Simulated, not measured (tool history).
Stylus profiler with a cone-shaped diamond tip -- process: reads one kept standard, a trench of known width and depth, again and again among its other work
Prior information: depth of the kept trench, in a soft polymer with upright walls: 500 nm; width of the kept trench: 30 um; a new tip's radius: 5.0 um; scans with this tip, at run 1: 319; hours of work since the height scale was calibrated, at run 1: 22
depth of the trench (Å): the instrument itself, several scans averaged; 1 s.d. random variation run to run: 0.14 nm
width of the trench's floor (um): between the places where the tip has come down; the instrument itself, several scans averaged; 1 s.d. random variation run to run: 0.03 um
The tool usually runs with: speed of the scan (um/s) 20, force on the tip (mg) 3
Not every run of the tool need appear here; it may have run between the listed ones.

run   hour  speed of the scan (um/s)  force on the tip (mg)  scans with this tip  hours of work since the height scale was calibrated  depth of the trench (Å)  width of the trench's floor (um)
  1      0                        20                      3                  319                                                   22                   5056.2                             25.52
  2   18.6                        20                      3                  453                                                   31                   5057.6                              25.4
  3   30.7                        20                      3                  541                                                   37                   5056.2                             25.49
  4   57.2                        20                      3                  731                                                   50                     5056                             25.42
  5   84.3                        28                      3                  927                                                   63                   5057.2                             25.42
  6   99.2                        28                      3                 1034                                                   70                     5056                             25.35
  7  114.5                        28                      3                 1145                                                   78                   5056.9                             25.26
  8    142                        28                      3                 1343                                                   91                   5056.6                             25.31
  9  155.4                        26                      3                 1440                                                   98                   5053.9                             25.28
 10  167.1                        10                   8.74                 1525                                                  104                   5114.3                             25.33
 11  179.4                        71                   5.63                 1613                                                  110                   5084.9                              25.2
     182.2  -- height scale calibrated on a step standard
 12  207.2                         9                   1.16                 1810                                                   12                   5026.3                             25.23
 13  219.5                         9                   1.16                 1899                                                   18                   5027.6                             25.25
 14  236.6                        13                   1.14                 2022                                                   27                     5029                             25.15
 15  261.3                        13                   1.14                 2200                                                   39                   5024.6                             25.18
     278.4  -- height scale calibrated on a step standard, once more
 16  289.2                        65                   1.14                 2398                                                    5                   5029.4                             24.92
 17  305.9                        65                   1.14                 2518                                                   13                   5030.9                             24.89

5 ways to go on from here, each from the tool as it stands after run 17. What would each give?
  A  322.1                        63                   1.16                 2635                                                   21                        ?                                 ?
  B  322.1                        11                   1.14                 2635                                                   21                        ?                                 ?
  C  322.1                         5                      3                 2635                                                   21                        ?                                 ?
  D  322.1                        45                   1.92                 2635                                                   21                        ?                                 ?
  E  322.1                        20                   2.71                 2635                                                   21                        ?                                 ?

run  depth of the trench (Å)  width of the trench's floor (um)
  A                   5029.2                             24.88
  B                   5029.8                             25.07
  C                   5055.5                             25.07
  D                   5040.5                             25.02
  E                   5052.2                             25.08
With the hidden condition removed and each run's random variation left untouched, the same runs would have given:
run  depth of the trench (Å)  width of the trench's floor (um)
  A                   5028.9                             25.35
  B                   5029.5                             25.54
  C                   5055.1                             25.54
  D                   5040.2                             25.49
  E                   5051.9                             25.54
